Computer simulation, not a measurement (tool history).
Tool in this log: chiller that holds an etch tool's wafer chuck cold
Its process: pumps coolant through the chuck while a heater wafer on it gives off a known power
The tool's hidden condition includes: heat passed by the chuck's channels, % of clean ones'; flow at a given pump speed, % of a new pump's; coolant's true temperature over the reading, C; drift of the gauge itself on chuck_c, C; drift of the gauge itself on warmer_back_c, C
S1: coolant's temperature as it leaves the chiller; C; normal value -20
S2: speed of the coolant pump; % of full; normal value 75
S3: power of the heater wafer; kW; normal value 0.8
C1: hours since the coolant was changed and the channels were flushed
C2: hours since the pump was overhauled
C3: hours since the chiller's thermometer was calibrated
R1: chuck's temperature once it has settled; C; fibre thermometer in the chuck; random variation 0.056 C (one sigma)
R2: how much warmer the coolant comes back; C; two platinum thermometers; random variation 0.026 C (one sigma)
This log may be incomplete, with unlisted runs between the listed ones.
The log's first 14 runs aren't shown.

| run | day | S1 | S2 | S3 | C1 | C2 | C3 | R1 | R2 |
|---|---|---|---|---|---|---|---|---|---|
| 15 | 55.625 | -20 | 96 | 0.8 | 2447 | 6540 | 291 | -15.18 | 1.55 |
| 16 | 61.229 | -18 | 64 | 1.183 | 2581 | 6674 | 426 | -8.94 | 3.62 |
| 17 | 64.425 | -26 | 87 | 0.548 | 2658 | 6751 | 502 | -22.48 | 1.22 |
| 18 | 69.992 | -23 | 77 | 0.561 | 2792 | 6885 | 636 | -19.15 | 1.45 |
| 19 | 74.225 | -15 | 96 | 1.086 | 2893 | 6986 | 737 | -8.46 | 2.21 |
| 20 | 79.142 | -15 | 96 | 0.932 | 3011 | 7104 | 855 | -9.45 | 1.87 |
| 21 | 81.575 | -20 | 92 | 0.8 | 3070 | 7163 | 914 | -15.04 | 1.71 |
|  | 82.45 | coolant pump overhauled |
| 22 | 84.333 | -29 | 98 | 0.573 | 3131 | 45 | 975 | -25.47 | 1.14 |
| 23 | 90.2 | -27 | 91 | 0.616 | 3272 | 186 | 1116 | -23.1 | 1.33 |
| 24 | 94.017 | -20 | 80 | 0.8 | 3363 | 278 | 1207 | -14.47 | 1.96 |
| 25 | 96.654 | -12 | 97 | 0.588 | 3426 | 341 | 1271 | -8.34 | 1.16 |
| 26 | 101.367 | -12 | 97 | 0.588 | 3540 | 454 | 1384 | -8.46 | 1.16 |
| 27 | 105.179 | -10 | 97 | 0.527 | 3631 | 545 | 1475 | -6.85 | 1.05 |
| 28 | 108.896 | -12 | 97 | 0.527 | 3720 | 635 | 1565 | -8.66 | 1.07 |
| 29 | 113.692 | -12 | 97 | 0.527 | 3835 | 750 | 1680 | -8.73 | 1.06 |
| 30 | 116.562 | -20 | 70 | 0.95 | 3904 | 819 | 1749 | -12.89 | 2.7 |

Predict each of these 3 candidate next runs independently; none follows another, all start after run 30:
| A | 121.946 | -12 | 80 | 0.634 | 4033 | 948 | 1878 | ? | ? |
| B | 121.946 | -11 | 72 | 0.8 | 4033 | 948 | 1878 | ? | ? |
| C | 121.946 | -18 | 70 | 0.95 | 4033 | 948 | 1878 | ? | ? |

| run | R1 | R2 |
|---|---|---|
| A | -7.53 | 1.53 |
| B | -5.07 | 2.19 |
| C | -10.94 | 2.66 |
Take away the tool's hidden state, keep each run's random variation, and the runs would have read:
| run | R1 | R2 |
|---|---|---|
| A | -7.8 | 1.53 |
| B | -5.34 | 2.18 |
| C | -11.21 | 2.66 |
